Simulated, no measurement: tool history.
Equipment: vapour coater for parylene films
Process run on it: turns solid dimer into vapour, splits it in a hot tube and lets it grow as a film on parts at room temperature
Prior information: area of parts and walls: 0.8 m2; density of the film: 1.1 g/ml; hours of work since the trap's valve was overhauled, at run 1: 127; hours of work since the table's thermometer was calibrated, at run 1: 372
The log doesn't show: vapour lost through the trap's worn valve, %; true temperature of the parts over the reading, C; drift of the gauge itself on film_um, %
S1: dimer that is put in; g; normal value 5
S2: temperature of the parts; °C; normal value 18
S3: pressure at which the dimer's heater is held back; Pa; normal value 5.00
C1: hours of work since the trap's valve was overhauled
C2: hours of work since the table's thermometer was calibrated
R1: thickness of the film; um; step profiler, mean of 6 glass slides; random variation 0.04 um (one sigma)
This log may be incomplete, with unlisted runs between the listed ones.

Run 1, hour 0.0: usual settings; C1 127; C2 372. Result: R1 4.46 um.
Run 2, hour 10.7: usual settings; C1 134; C2 379. Result: R1 4.48 um.
Run 3, hour 22.9: usual settings; C1 141; C2 386. Result: R1 4.45 um.
Run 4, hour 35.1: usual settings but S1 3 g; C1 149; C2 394. Result: R1 2.63 um.
Run 5, hour 48.5: usual settings but S1 3 g; C1 157; C2 402. Result: R1 2.65 um.
Run 6, hour 67.8: usual settings but S3 3.06 Pa; C1 169; C2 414. Result: R1 4.65 um.
Run 7, hour 87.3: usual settings but S3 3.06 Pa; C1 182; C2 427. Result: R1 4.57 um.
Run 8, hour 103.1: usual settings but S2 26 °C, S3 4.88 Pa; C1 191; C2 437. Result: R1 3.44 um.
At hour 105.3: table's thermometer calibrated.
Run 9, hour 119.0: usual settings but S1 7 g, S2 14 °C; C1 201; C2 9. Result: R1 6.90 um.
Run 10, hour 136.3: usual settings but S1 6 g, S2 10 °C, S3 4.02 Pa; C1 212; C2 19. Result: R1 6.51 um.
At hour 141.2: table's thermometer calibrated, once more.
Run 11, hour 149.8: usual settings but S1 7 g, S2 21 °C, S3 4.16 Pa; C1 219; C2 5. Result: R1 5.71 um.
Run 12, hour 162.6: usual settings but S1 8 g, S2 24 °C, S3 4.16 Pa; C1 227; C2 13. Result: R1 5.86 um.
Run 13, hour 181.9: usual settings but S3 3.57 Pa; C1 240; C2 25. Result: R1 4.40 um.

Some steps in R1, run to run, broken into two amounts with sign: the step expected even without the hidden condition (settings, incoming material, random variation), and the rest, left for the hidden condition together with whatever gauge scatter is not in both the measured and the hidden-condition-free result:
Run 8 -> 9: S1 5 -> 7, S2 26 -> 14, S3 4.88 -> 5.00, table's thermometer calibrated. R1 +3.46 um: hidden state -0.01, all else +3.47.
Run 9 -> 10: S1 7 -> 6, S2 14 -> 10, S3 5.00 -> 4.02. R1 -0.39 um: hidden state -0.06, all else -0.33.

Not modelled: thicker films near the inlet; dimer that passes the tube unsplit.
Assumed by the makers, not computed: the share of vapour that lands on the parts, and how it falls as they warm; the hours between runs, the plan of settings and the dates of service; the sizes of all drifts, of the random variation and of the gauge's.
